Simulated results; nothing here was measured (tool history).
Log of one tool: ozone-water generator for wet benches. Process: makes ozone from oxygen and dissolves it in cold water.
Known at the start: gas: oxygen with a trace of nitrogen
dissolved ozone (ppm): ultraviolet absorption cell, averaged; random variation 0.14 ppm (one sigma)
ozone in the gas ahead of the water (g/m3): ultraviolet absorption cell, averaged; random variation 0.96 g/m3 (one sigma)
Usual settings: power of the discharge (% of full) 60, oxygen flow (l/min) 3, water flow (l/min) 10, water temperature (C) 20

run      day  power of the discharge (% of full)  oxygen flow (l/min)  water flow (l/min)  water temperature (C)  dissolved ozone (ppm)  ozone in the gas ahead of the water (g/m3)
  1        0                                  60                    3                  10                     20                   17.3                                       162.3
  2    7.658                                  60                    3                  10                     20                   17.5                                         162
  3   13.808                                  60                    3                  10                     20                   17.4                                       162.4
      14.617  -- contactor cleaned
       15.85  -- water thermometer calibrated
  4   19.846                                  60                    3                  10                     20                   17.6                                         163
  5   25.262                                  80                    3                  10                     20                   20.9                                       194.6
  6   32.912                                  80                    3                  10                     20                   20.6                                         194
  7   38.454                                  80                    3                  10                     20                     21                                       193.9
  8   42.867                                  80                    3                  10                     20                   20.7                                       194.4
  9   49.946                                  80                    3                  10                     20                     21                                       193.9
 10    53.25                                  80                    3                  10                     20                     21                                         193
 11   59.938                                  80                    3                  10                     20                   20.9                                       195.2
 12    64.95                                  80                    3                  10                     20                     21                                       194.4
 13   69.204                                  60                    3                  10                     20                   17.3                                       161.4
 14   72.779                                  60                    3                  10                     20                   17.6                                       160.3
 15   80.117                                  60                  2.3                  10                     13                   18.2                                       178.3
 16   84.225                                  60                  2.3                  13                     19                   13.8                                       178.2
 17   89.308                                  59                 1.94                  13                     19                   13.1                                       184.6
 18   94.838                                  73                 1.94                  11                     19                   17.3                                       214.3
 19  100.404                                  60                 2.15                   8                     21                     19                                       181.3
 20  105.558                                  60                 2.15                   8                     21                     19                                       180.6
 21   108.75                                  60                 2.15                   8                     21                   19.1                                       181.3
 22  113.896                                  60                    3                  10                     19                   17.7                                       157.6
 23  120.388                                  60                    3                  10                     19                   17.3                                       159.7
 24  125.612                                  57                    3                   8                     19                   19.8                                       152.2
 25  129.138                                  60                  2.6                   8                     25                     18                                       166.9
 26  132.675                                  60                 4.08                   8                     15                     22                                       141.8
 27   136.65                                  60                 4.08                   8                     15                   22.2                                         141
     137.533  -- gauge calibrated
 28  143.367                                  50                 4.08                   8                     15                   19.5                                       127.9

The same runs without the tool's hidden state, with the same run-to-run variation:
The hidden state here: yield of the discharge, % of new electrodes'; contactor's efficiency, % of a clean one's; true water temperature over the reading, C; drift of the gauge itself on ozone_ppm, %; drift of the gauge itself on gas_g_m3, %.
run  ozone in the gas ahead of the water (g/m3)
  1                                       162.4
  2                                       162.5
  3                                       163.1
  4                                       163.9
  5                                       195.9
  6                                       195.6
  7                                       195.9
  8                                       196.5
  9                                       196.3
 10                                       195.6
 11                                       198.1
 12                                       197.6
 13                                       164.1
 14                                       163.1
 15                                       181.8
 16                                       181.8
 17                                       188.5
 18                                       219.3
 19                                       185.7
 20                                       185.1
 21                                         186
 22                                       161.9
 23                                       164.2
 24                                       156.8
 25                                         172
 26                                       146.2
 27                                       145.6
 28                                       128.2
dissolved ozone (ppm): within 0.1 of the measured result in every run.
